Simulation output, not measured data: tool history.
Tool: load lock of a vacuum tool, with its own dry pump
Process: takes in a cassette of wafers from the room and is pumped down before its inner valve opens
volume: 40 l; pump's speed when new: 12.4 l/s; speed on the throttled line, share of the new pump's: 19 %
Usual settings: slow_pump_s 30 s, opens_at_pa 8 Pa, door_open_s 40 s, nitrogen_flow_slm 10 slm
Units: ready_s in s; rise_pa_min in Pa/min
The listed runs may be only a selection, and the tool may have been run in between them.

run,day,slow_pump_s,opens_at_pa,door_open_s,nitrogen_flow_slm,"incoming humidity of the room's air, %",ready_s,rise_pa_min
1,0,30,8,40,10,47.5,55.1,0.066
2,8.342,30,8,40,10,42.7,56.1,0.069
3,17.488,30,8,40,10,44.1,55.9,0.072
4,24.075,30,8,40,10,42.6,55.2,0.075
5,33.025,30,8,40,10,42.6,55.6,0.075
6,44.45,30,8,40,10,41.1,56.2,0.074
7,55.958,30,10,40,10,45.1,55.9,0.081
8,61.858,30,10,40,10,43.9,55.1,0.078
9,67.054,30,8,40,10,45.1,55.4,0.087
10,76.871,30,8,40,10,44.2,56.8,0.082
11,88.567,30,8,40,10,42.4,55.7,0.088
12,95.454,30,8,40,10,47,56,0.089
13,102.383,30,8,40,10,43,56.6,0.088
14,112.171,30,8,40,10,45.9,56.2,0.094
15,117.692,20,9,40,4,45.9,47.9,0.105
16,123.471,30,8,115,10,47.4,56,0.135
17,131.375,30,8,182,9,45.7,56.7,0.167
18,137.817,30,9,40,15,48,56.5,0.1
19,147.646,30,9,40,15,45.5,55.7,0.097
20,154.2,15,8,40,5,45.3,45,0.117
21,165.092,32,6,87,7,42.5,58.9,0.138
22,172.354,32,6,87,7,46.7,59,0.141
23,180.088,32,6,87,7,47,59.1,0.15
24,185.383,30,8,102,44,44.2,56.1,0.115
25,195.583,30,8,102,44,42.9,56.4,0.118
26,207.317,30,8,102,44,45.6,56.4,0.12
27,217.821,30,8,102,44,44.4,56.6,0.122
28,224.688,43,8,40,6,43.1,67.7,0.134

Below, some changes in ready_s between adjacent runs. For each, the amount present without the hidden state too (settings, incoming material, random variation) and the amount remaining for the hidden state with gauge scatter not shared by both compared results:
Hidden state present: pump's speed, % of a new pump's; leak at the door's seal, Pa l/s; drift of the gauge itself on ready_s, %; drift of the gauge itself on rise_pa_min, %.
Run 14 -> 15: slow_pump_s 30 -> 20, opens_at_pa 8 -> 9, nitrogen_flow_slm 10 -> 4. ready_s -8.3 s: hidden state +0.2, all else -8.5.
Run 19 -> 20: slow_pump_s 30 -> 15, opens_at_pa 9 -> 8, nitrogen_flow_slm 15 -> 5. ready_s -10.7 s: hidden state +0.2, all else -10.9.
Run 20 -> 21: slow_pump_s 15 -> 32, opens_at_pa 8 -> 6, door_open_s 40 -> 87, nitrogen_flow_slm 5 -> 7. ready_s +13.9 s: hidden state -0.1, all else +14.
Run 27 -> 28: slow_pump_s 30 -> 43, door_open_s 102 -> 40, nitrogen_flow_slm 44 -> 6. ready_s +11.1 s: hidden state +0, all else +11.1.
